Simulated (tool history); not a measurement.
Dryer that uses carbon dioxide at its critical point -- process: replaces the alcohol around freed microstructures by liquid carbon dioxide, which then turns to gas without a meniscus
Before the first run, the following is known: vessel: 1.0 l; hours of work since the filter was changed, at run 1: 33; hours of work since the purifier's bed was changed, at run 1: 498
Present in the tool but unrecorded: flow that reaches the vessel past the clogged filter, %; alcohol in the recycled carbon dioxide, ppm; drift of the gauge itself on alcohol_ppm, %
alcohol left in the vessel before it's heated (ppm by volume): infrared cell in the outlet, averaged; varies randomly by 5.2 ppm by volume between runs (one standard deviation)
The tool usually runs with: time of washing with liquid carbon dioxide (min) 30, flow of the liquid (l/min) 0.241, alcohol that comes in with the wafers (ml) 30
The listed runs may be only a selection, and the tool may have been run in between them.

| run | hour | time of washing with liquid carbon dioxide (min) | flow of the liquid (l/min) | alcohol that comes in with the wafers (ml) | hours of work since the filter was changed | hours of work since the purifier's bed was changed | alcohol left in the vessel before it's heated (ppm by volume) |
|---|---|---|---|---|---|---|---|
| 1 | 0 | 30 | 0.241 | 30 | 33 | 498 | 219 |
| 2 | 23.9 | 18 | 0.241 | 30 | 44 | 509 | 1104 |
| 3 | 38.9 | 18 | 0.223 | 30 | 52 | 517 | 1432 |
| 4 | 51.9 | 18 | 0.223 | 30 | 58 | 523 | 1442 |
| 5 | 81.1 | 18 | 0.223 | 30 | 72 | 537 | 1443 |
| 6 | 103.9 | 29 | 0.241 | 30 | 83 | 548 | 257 |
| 7 | 131.5 | 42 | 0.241 | 30 | 96 | 561 | 131 |
| 8 | 146.1 | 42 | 0.241 | 30 | 104 | 568 | 143 |
| 9 | 177.2 | 42 | 0.241 | 30 | 119 | 584 | 139 |
| 10 | 206.8 | 42 | 0.241 | 30 | 133 | 598 | 142 |
| 11 | 237.6 | 30 | 0.241 | 30 | 148 | 613 | 277 |
| 12 | 251.6 | 30 | 0.241 | 30 | 155 | 620 | 272 |
| 13 | 278.4 | 30 | 0.241 | 49 | 168 | 633 | 379 |
| 14 | 299.5 | 30 | 0.241 | 49 | 178 | 643 | 363 |
| 15 | 312.2 | 30 | 0.249 | 30 | 184 | 649 | 261 |
| 16 | 336.6 | 30 | 0.249 | 30 | 196 | 661 | 280 |
| 17 | 357 | 30 | 0.177 | 30 | 206 | 671 | 743 |
| 18 | 370.5 | 30 | 0.241 | 64 | 212 | 677 | 473 |
| 19 | 400.1 | 30 | 0.241 | 39 | 227 | 692 | 359 |
| 20 | 419.5 | 25 | 0.241 | 30 | 236 | 701 | 557 |
| 21 | 441.1 | 25 | 0.241 | 30 | 247 | 711 | 542 |
| 22 | 471.9 | 30 | 0.241 | 30 | 261 | 726 | 317 |
| 23 | 485.8 | 30 | 0.241 | 30 | 268 | 733 | 343 |
| 24 | 516 | 19 | 0.241 | 30 | 283 | 748 | 1371 |
| 25 | 531.2 | 19 | 0.365 | 93 | 290 | 755 | 936 |
| 26 | 559.8 | 24 | 0.158 | 95 | 304 | 769 | 6223 |
| 27 | 581.1 | 24 | 0.158 | 95 | 314 | 779 | 6372 |
|  | 612.5 | inlet filter changed |
| 28 | 612.5 | 30 | 0.291 | 28 | 0 | 794 | 198 |
| 29 | 640.5 | 24 | 0.385 | 28 | 14 | 808 | 192 |
| 30 | 657.2 | 26 | 0.241 | 26 | 22 | 816 | 367 |
| 31 | 672.5 | 26 | 0.241 | 30 | 29 | 823 | 396 |
| 32 | 697.3 | 43 | 0.203 | 38 | 41 | 835 | 221 |
| 33 | 726.6 | 34 | 0.241 | 30 | 55 | 849 | 237 |
| 34 | 747 | 34 | 0.241 | 30 | 65 | 859 | 236 |
| 35 | 764.2 | 36 | 0.206 | 30 | 74 | 868 | 270 |
| 36 | 794.2 | 22 | 0.156 | 49 | 88 | 882 | 3474 |
| 37 | 807.1 | 28 | 0.348 | 66 | 94 | 888 | 244 |
| 38 | 825.9 | 28 | 0.364 | 66 | 103 | 897 | 225 |
| 39 | 842.4 | 30 | 0.316 | 59 | 111 | 905 | 250 |
| 40 | 871.1 | 20 | 0.406 | 30 | 125 | 919 | 267 |
| 41 | 891.8 | 20 | 0.406 | 30 | 135 | 929 | 266 |
| 42 | 906.8 | 20 | 0.406 | 30 | 143 | 937 | 284 |
| 43 | 921.6 | 30 | 0.161 | 98 | 150 | 944 | 2662 |
| 44 | 941.6 | 18 | 0.148 | 30 | 160 | 954 | 4176 |
| 45 | 965.3 | 18 | 0.148 | 30 | 171 | 965 | 4168 |
| 46 | 991.9 | 30 | 0.285 | 56 | 184 | 978 | 315 |

Predict each of these 3 candidate next runs independently; none follows another, all start after run 46:
| A | 1015 | 30 | 0.154 | 48 | 195 | 989 | ? |
| B | 1015 | 20 | 0.148 | 25 | 195 | 989 | ? |
| C | 1015 | 30 | 0.15 | 30 | 195 | 989 | ? |

| run | alcohol left in the vessel before it's heated (ppm by volume) |
|---|---|
| A | 1631 |
| B | 2823 |
| C | 1231 |
What these runs would have given with no unlogged condition in the tool:
| run | alcohol left in the vessel before it's heated (ppm by volume) |
|---|---|
| A | 1055 |
| B | 2158 |
| C | 762 |
